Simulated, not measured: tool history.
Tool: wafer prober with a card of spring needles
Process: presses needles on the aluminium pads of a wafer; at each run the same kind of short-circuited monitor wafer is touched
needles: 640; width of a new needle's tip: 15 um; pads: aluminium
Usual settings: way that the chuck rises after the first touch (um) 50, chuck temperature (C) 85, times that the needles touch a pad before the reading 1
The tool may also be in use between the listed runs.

run	day	way that the chuck rises after the first touch (um)	chuck temperature (C)	times that the needles touch a pad before the reading	resistance of one needle with its contact and lead (mohm)	way that a needle slides on the pad (um)
1	0.000	50	85	1	277	12.05
# day 0.229: height of the first contact set anew
2	0.704	50	85	1	361	11.87
# day 0.825: tips cleaned on abrasive film
3	1.425	41	85	1	415	9.61
# day 1.625: tips cleaned on abrasive film
4	2.254	41	85	1	408	9.64
# day 2.483: tips cleaned on abrasive film
5	3.104	50	85	1	362	11.77
# day 3.288: tips cleaned on abrasive film
# day 4.108: tips cleaned on abrasive film
6	4.246	50	85	1	298	11.76
# day 4.988: tips cleaned on abrasive film
7	5.258	50	85	1	318	11.70
# day 5.808: tips cleaned on abrasive film
8	6.304	50	37	1	347	11.55
# day 6.612: tips cleaned on abrasive film
# day 7.442: tips cleaned on abrasive film
9	7.692	50	37	1	308	11.61
# day 8.242: tips cleaned on abrasive film
10	8.858	50	37	1	367	11.69
# day 9.075: tips cleaned on abrasive film
# day 9.954: tips cleaned on abrasive film
# day 10.233: height of the first contact set anew, once more
11	10.246	50	38	1	319	12.37
# day 10.879: tips cleaned on abrasive film
12	11.533	32	85	1	508	7.85
# day 11.771: tips cleaned on abrasive film
# day 12.612: tips cleaned on abrasive film
13	12.612	36	85	1	289	8.84
14	13.308	36	84	1	465	8.82
# day 13.412: tips cleaned on abrasive film
# day 14.233: tips cleaned on abrasive film
15	14.796	36	84	1	447	8.82
# day 15.146: tips cleaned on abrasive film
# day 16.029: tips cleaned on abrasive film
16	16.412	49	77	3	282	11.85
# day 16.925: tips cleaned on abrasive film
# day 17.746: tips cleaned on abrasive film
17	17.800	53	96	1	271	12.93
# day 18.546: tips cleaned on abrasive film
# day 19.383: tips cleaned on abrasive film
18	19.467	32	61	1	336	7.66
# day 20.225: tips cleaned on abrasive film
# day 21.050: tips cleaned on abrasive film
19	21.050	50	36	2	247	12.04
# day 21.921: tips cleaned on abrasive film
20	22.317	50	106	1	347	12.05
# day 22.767: tips cleaned on abrasive film
21	23.321	50	106	1	366	11.99
# day 23.567: tips cleaned on abrasive film
22	24.262	50	29	1	363	11.95
# day 24.367: tips cleaned on abrasive film
# day 25.154: height of the first contact set anew
# day 25.312: tips cleaned on abrasive film
23	25.642	50	85	2	304	12.39
# day 26.179: tips cleaned on abrasive film
24	26.458	50	85	2	295	12.40
# day 26.971: tips cleaned on abrasive film
# day 27.846: tips cleaned on abrasive film
25	27.846	65	47	2	242	15.97
# day 28.725: tips cleaned on abrasive film
26	28.775	50	86	1	276	12.26
# day 29.604: tips cleaned on abrasive film
27	29.692	50	86	2	271	12.16
# day 30.462: tips cleaned on abrasive film
28	30.529	52	44	1	263	12.69
# day 31.296: tips cleaned on abrasive film
29	31.492	36	42	1	357	8.72
# day 32.208: tips cleaned on abrasive film
# day 33.038: tips cleaned on abrasive film
30	33.158	68	99	1	277	16.60

4 ways to go on from here, each from the tool as it stands after run 30. What would each give?
# day 33.833: tips cleaned on abrasive film
A	33.833	43	99	1	?	?
# day 33.833: tips cleaned on abrasive film
B	33.833	30	53	2	?	?
# day 33.833: tips cleaned on abrasive film
C	33.833	50	85	2	?	?
# day 33.833: tips cleaned on abrasive film
D	33.833	57	99	2	?	?

run	resistance of one needle with its contact and lead (mohm)	way that a needle slides on the pad (um)
A	277	10.39
B	282	7.16
C	264	12.18
D	258	13.86
Without the tool's hidden state the same runs would have given:
run	resistance of one needle with its contact and lead (mohm)	way that a needle slides on the pad (um)
A	253	10.68
B	250	7.45
C	250	12.47
D	247	14.15

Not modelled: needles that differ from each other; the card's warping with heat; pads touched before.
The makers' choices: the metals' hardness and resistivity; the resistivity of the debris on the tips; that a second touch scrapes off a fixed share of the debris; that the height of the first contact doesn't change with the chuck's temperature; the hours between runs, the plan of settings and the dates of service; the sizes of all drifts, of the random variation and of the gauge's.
